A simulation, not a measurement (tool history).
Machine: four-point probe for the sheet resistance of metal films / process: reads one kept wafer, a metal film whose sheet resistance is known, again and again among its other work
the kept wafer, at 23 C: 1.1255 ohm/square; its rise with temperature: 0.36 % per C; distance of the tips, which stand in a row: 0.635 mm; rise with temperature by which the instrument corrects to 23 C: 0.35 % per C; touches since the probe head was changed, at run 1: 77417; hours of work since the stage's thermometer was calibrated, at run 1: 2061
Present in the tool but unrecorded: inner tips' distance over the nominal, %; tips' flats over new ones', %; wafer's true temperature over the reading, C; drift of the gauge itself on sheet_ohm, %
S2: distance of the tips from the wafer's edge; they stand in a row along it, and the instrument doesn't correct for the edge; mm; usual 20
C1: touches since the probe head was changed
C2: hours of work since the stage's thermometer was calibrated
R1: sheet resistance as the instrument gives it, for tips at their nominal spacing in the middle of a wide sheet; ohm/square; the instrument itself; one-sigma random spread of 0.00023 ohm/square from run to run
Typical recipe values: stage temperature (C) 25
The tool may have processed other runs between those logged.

Run 1, hour 0: usual settings; C1 77417; C2 2061. Result: R1 1.115115 ohm/square.
Run 2, hour 77.4: usual settings; C1 79133; C2 2094. Result: R1 1.114651 ohm/square.
Run 3, hour 167.6: usual settings; C1 81131; C2 2132. Result: R1 1.114993 ohm/square.
Run 4, hour 244: usual settings; C1 82826; C2 2164. Result: R1 1.115135 ohm/square.
Run 5, hour 325.8: usual settings; C1 84638; C2 2199. Result: R1 1.114648 ohm/square.
Run 6, hour 372.7: usual settings; C1 85678; C2 2218. Result: R1 1.114516 ohm/square.
Run 7, hour 456: usual settings; C1 87525; C2 2254. Result: R1 1.114098 ohm/square.
Run 8, hour 516.9: usual settings but stage temperature (C) 28; C1 88874; C2 2279. Result: R1 1.115002 ohm/square.
Run 9, hour 570.6: usual settings; C1 90065; C2 2302. Result: R1 1.113963 ohm/square.
Run 10, hour 625.9: usual settings; C1 91291; C2 2325. Result: R1 1.114191 ohm/square.
Run 11, hour 715.9: usual settings but S2 9 mm; C1 93285; C2 2363. Result: R1 1.116208 ohm/square.
Run 12, hour 790.2: usual settings but S2 9 mm; C1 94934; C2 2395. Result: R1 1.116008 ohm/square.
Run 13, hour 882.9: usual settings but S2 9 mm; C1 96988; C2 2434. Result: R1 1.116229 ohm/square.
Run 14, hour 963.3: usual settings but S2 9 mm; C1 98769; C2 2468. Result: R1 1.115672 ohm/square.
Run 15, hour 1050.1: usual settings but S2 9 mm; C1 100693; C2 2505. Result: R1 1.115338 ohm/square.
Run 16, hour 1113.8: usual settings but S2 33 mm; C1 102107; C2 2532. Result: R1 1.113043 ohm/square.
Run 17, hour 1192.7: usual settings but S2 33 mm; C1 103855; C2 2565. Result: R1 1.112624 ohm/square.
Run 18, hour 1247.2: usual settings but S2 33 mm; C1 105064; C2 2588. Result: R1 1.112373 ohm/square.
Run 19, hour 1321.6: usual settings but stage temperature (C) 19; C1 106713; C2 2620. Result: R1 1.112015 ohm/square.
Run 20, hour 1361.6: usual settings but stage temperature (C) 19; C1 107599; C2 2636. Result: R1 1.11184 ohm/square.
At hour 1367.4: stage's thermometer calibrated.
Run 21, hour 1437.7: usual settings but stage temperature (C) 21; C1 109275; C2 30. Result: R1 1.110329 ohm/square.
At hour 1531.3: stage's thermometer calibrated, once more.
Run 22, hour 1531.3: usual settings; C1 111339; C2 0. Result: R1 1.115813 ohm/square.
Run 23, hour 1619.7: usual settings; C1 113298; C2 37. Result: R1 1.115718 ohm/square.
Run 24, hour 1663.8: usual settings but S2 5 mm; C1 114277; C2 56. Result: R1 1.124509 ohm/square.
Run 25, hour 1757: usual settings but stage temperature (C) 18, S2 9 mm; C1 116342; C2 95. Result: R1 1.117382 ohm/square.
Run 26, hour 1833.7: usual settings but stage temperature (C) 34, S2 16 mm; C1 118043; C2 128. Result: R1 1.116777 ohm/square.
Run 27, hour 1923.3: usual settings but stage temperature (C) 29, S2 19 mm; C1 120029; C2 166. Result: R1 1.115283 ohm/square.
Run 28, hour 1962.5: usual settings but S2 7 mm; C1 120897; C2 182. Result: R1 1.119216 ohm/square.
Run 29, hour 2008.3: usual settings but S2 7 mm; C1 121912; C2 202. Result: R1 1.119294 ohm/square.
Run 30, hour 2068.5: usual settings but S2 7 mm; C1 123246; C2 227. Result: R1 1.119325 ohm/square.
Run 31, hour 2143.6: usual settings but S2 32 mm; C1 124912; C2 259. Result: R1 1.114221 ohm/square.
Run 32, hour 2183: usual settings but S2 58 mm; C1 125785; C2 275. Result: R1 1.114382 ohm/square.
Run 33, hour 2223.4: usual settings but stage temperature (C) 18, S2 38 mm; C1 126682; C2 293. Result: R1 1.113073 ohm/square.
Run 34, hour 2283.6: usual settings but stage temperature (C) 28, S2 8 mm; C1 128015; C2 318. Result: R1 1.117789 ohm/square.
Run 35, hour 2323.2: usual settings but stage temperature (C) 31, S2 4 mm; C1 128893; C2 335. Result: R1 1.129713 ohm/square.
Run 36, hour 2380.5: usual settings but stage temperature (C) 21, S2 32 mm; C1 130163; C2 359. Result: R1 1.11309 ohm/square.
Run 37, hour 2428.3: usual settings but S2 39 mm; C1 131224; C2 379. Result: R1 1.113397 ohm/square.
Run 38, hour 2482.9: usual settings but S2 39 mm; C1 132433; C2 402. Result: R1 1.113573 ohm/square.

Expected results for the next run?
Run 39, hour 2554.1: usual settings but stage temperature (C) 21, S2 9 mm; C1 134012; C2 432. Result: R1 ?.

R1: 1.116218 ohm/square
With the hidden condition absent and the run-to-run variation left alone, this run would have shown R1 1.128787 ohm/square.
